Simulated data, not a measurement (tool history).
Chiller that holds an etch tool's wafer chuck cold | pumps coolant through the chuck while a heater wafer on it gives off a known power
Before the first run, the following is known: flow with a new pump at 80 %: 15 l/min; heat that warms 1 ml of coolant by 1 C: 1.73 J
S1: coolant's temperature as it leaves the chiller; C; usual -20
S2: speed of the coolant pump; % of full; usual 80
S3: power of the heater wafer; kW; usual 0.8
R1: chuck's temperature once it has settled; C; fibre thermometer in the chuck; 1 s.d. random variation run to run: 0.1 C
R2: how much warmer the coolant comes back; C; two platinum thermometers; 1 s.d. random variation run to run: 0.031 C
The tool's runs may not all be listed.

{"run": 1, "hour": 0.0, "S1": -20, "S2": 80, "S3": 0.8, "R1": -15.1, "R2": 1.89}
{"run": 2, "hour": 47.9, "S1": -20, "S2": 80, "S3": 0.8, "R1": -15.1, "R2": 1.82}
{"run": 3, "hour": 128.5, "S1": -20, "S2": 80, "S3": 0.8, "R1": -15, "R2": 1.89}
{"run": 4, "hour": 229.9, "S1": -20, "S2": 80, "S3": 0.8, "R1": -14.9, "R2": 1.84}
{"run": 5, "hour": 320.2, "S1": -20, "S2": 80, "S3": 0.8, "R1": -15.1, "R2": 1.85}
{"run": 6, "hour": 380.2, "S1": -20, "S2": 80, "S3": 0.8, "R1": -15.1, "R2": 1.87}
{"run": 7, "hour": 432.5, "S1": -20, "S2": 80, "S3": 0.8, "R1": -15.1, "R2": 1.81}
{"run": 8, "hour": 532.9, "S1": -20, "S2": 80, "S3": 1.047, "R1": -13.5, "R2": 2.39}
{"run": 9, "hour": 584.1, "S1": -20, "S2": 80, "S3": 1.047, "R1": -13.7, "R2": 2.41}
{"run": 10, "hour": 689.4, "S1": -20, "S2": 80, "S3": 0.9, "R1": -14.3, "R2": 2.01}
{"run": 11, "hour": 742.1, "S1": -20, "S2": 63, "S3": 0.8, "R1": -13.8, "R2": 2.4}
{"run": 12, "hour": 810.0, "S1": -20, "S2": 80, "S3": 1.033, "R1": -13.6, "R2": 2.37}
{"run": 13, "hour": 876.3, "S1": -20, "S2": 80, "S3": 0.8, "R1": -15.1, "R2": 1.81}
{"run": 14, "hour": 938.4, "S1": -15, "S2": 80, "S3": 0.8, "R1": -10, "R2": 1.9}
{"run": 15, "hour": 1030.4, "S1": -15, "S2": 80, "S3": 0.8, "R1": -10, "R2": 1.86}
{"run": 16, "hour": 1095.3, "S1": -20, "S2": 80, "S3": 0.8, "R1": -15, "R2": 1.82}
{"hour": 1108.1, "done": "coolant changed, channels flushed"}
{"run": 17, "hour": 1192.5, "S1": -20, "S2": 80, "S3": 0.8, "R1": -15, "R2": 1.83}
{"run": 18, "hour": 1297.3, "S1": -20, "S2": 80, "S3": 0.8, "R1": -15, "R2": 1.87}
{"run": 19, "hour": 1366.6, "S1": -20, "S2": 71, "S3": 0.678, "R1": -15.4, "R2": 1.74}
{"run": 20, "hour": 1463.5, "S1": -20, "S2": 71, "S3": 0.678, "R1": -15.4, "R2": 1.73}
{"run": 21, "hour": 1519.6, "S1": -18, "S2": 89, "S3": 1.14, "R1": -11.7, "R2": 2.32}
{"run": 22, "hour": 1574.0, "S1": -20, "S2": 80, "S3": 0.528, "R1": -16.8, "R2": 1.2}
{"run": 23, "hour": 1636.6, "S1": -18, "S2": 80, "S3": 0.8, "R1": -13.1, "R2": 1.81}
{"run": 24, "hour": 1727.3, "S1": -18, "S2": 80, "S3": 0.837, "R1": -12.8, "R2": 1.92}
{"run": 25, "hour": 1817.4, "S1": -22, "S2": 80, "S3": 0.578, "R1": -18.5, "R2": 1.32}
{"hour": 1866.3, "done": "chiller's thermometer calibrated"}
{"run": 26, "hour": 1872.0, "S1": -22, "S2": 99, "S3": 0.578, "R1": -19, "R2": 1.05}
{"run": 27, "hour": 1947.3, "S1": -14, "S2": 66, "S3": 0.609, "R1": -9.6, "R2": 1.73}
{"run": 28, "hour": 2042.8, "S1": -20, "S2": 99, "S3": 0.64, "R1": -16.7, "R2": 1.21}
{"run": 29, "hour": 2130.8, "S1": -11, "S2": 82, "S3": 0.635, "R1": -7.1, "R2": 1.4}
{"run": 30, "hour": 2229.6, "S1": -17, "S2": 82, "S3": 0.635, "R1": -13.2, "R2": 1.43}
{"run": 31, "hour": 2334.3, "S1": -17, "S2": 82, "S3": 0.635, "R1": -13.1, "R2": 1.43}

Consider 5 possible next runs. They are alternatives, not a sequence: every one starts from the tool as it was left by run 31. What does each give?
{"run": "A", "hour": 2386.2, "S1": -30, "S2": 99, "S3": 0.432, "R1": "?", "R2": "?"}
{"run": "B", "hour": 2386.2, "S1": -20, "S2": 70, "S3": 0.8, "R1": "?", "R2": "?"}
{"run": "C", "hour": 2386.2, "S1": -17, "S2": 66, "S3": 0.563, "R1": "?", "R2": "?"}
{"run": "D", "hour": 2386.2, "S1": -17, "S2": 73, "S3": 1.07, "R1": "?", "R2": "?"}
{"run": "E", "hour": 2386.2, "S1": -16, "S2": 83, "S3": 0.856, "R1": "?", "R2": "?"}

run=A R1=-27.9 R2=0.79
run=B R1=-14.4 R2=2.14
run=C R1=-12.9 R2=1.54
run=D R1=-9.8 R2=2.68
run=E R1=-10.8 R2=1.9
With the hidden condition removed and each run's random variation left untouched, the same runs would have given:
run=A R1=-27.9 R2=0.78
run=B R1=-14.4 R2=2.13
run=C R1=-13 R2=1.53
run=D R1=-9.8 R2=2.67
run=E R1=-10.9 R2=1.89

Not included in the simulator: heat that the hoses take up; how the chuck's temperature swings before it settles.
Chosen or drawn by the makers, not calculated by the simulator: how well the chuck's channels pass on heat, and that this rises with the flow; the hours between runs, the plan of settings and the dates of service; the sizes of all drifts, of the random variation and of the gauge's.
